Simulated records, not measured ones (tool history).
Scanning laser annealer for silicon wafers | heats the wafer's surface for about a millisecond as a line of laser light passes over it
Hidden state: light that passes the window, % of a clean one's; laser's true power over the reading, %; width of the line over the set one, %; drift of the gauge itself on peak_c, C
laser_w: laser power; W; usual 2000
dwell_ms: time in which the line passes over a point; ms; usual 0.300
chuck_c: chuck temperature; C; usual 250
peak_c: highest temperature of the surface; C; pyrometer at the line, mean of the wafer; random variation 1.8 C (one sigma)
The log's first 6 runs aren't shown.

run	hour	laser_w	dwell_ms	chuck_c	hours of work since the window was cleaned	hours of work since the power meter was calibrated	hours of work since the optics were aligned	peak_c
7	53.3	2159	0.300	250	175	138	13	1107
8	62.7	2159	0.300	250	182	145	20	1104
9	71.7	2159	0.300	250	189	152	27	1107
10	80.4	2159	0.300	250	195	158	33	1109
11	89.8	2159	0.300	250	202	165	40	1106
# hour 98.0: optics aligned, line set to its width, once more
12	100.5	2000	0.300	250	206	169	2	1041
13	106.7	2045	0.300	250	211	174	6	1062
14	116.6	2000	0.300	250	218	181	14	1041
15	121.7	2000	0.300	250	222	185	18	1044
16	130.1	2000	0.300	250	228	191	24	1043
17	135.8	2000	0.300	250	233	196	28	1041
18	144.8	2000	0.300	250	239	202	35	1040
19	154.3	2000	0.300	250	246	209	42	1039
20	160.8	2000	0.300	250	251	214	46	1042
21	164.9	1928	0.218	223	254	217	50	869
22	174.0	1928	0.218	212	261	224	56	856
23	181.1	2042	0.282	250	266	229	62	1038
24	186.9	2042	0.270	273	271	233	66	1041

Run 25 comes next. What will it give?
25	191.7	2042	0.270	273	274	237	69	?

Run 25 gave peak_c 1043 C.
Without the tool's hidden state the same run would have given peak_c 1051 C.
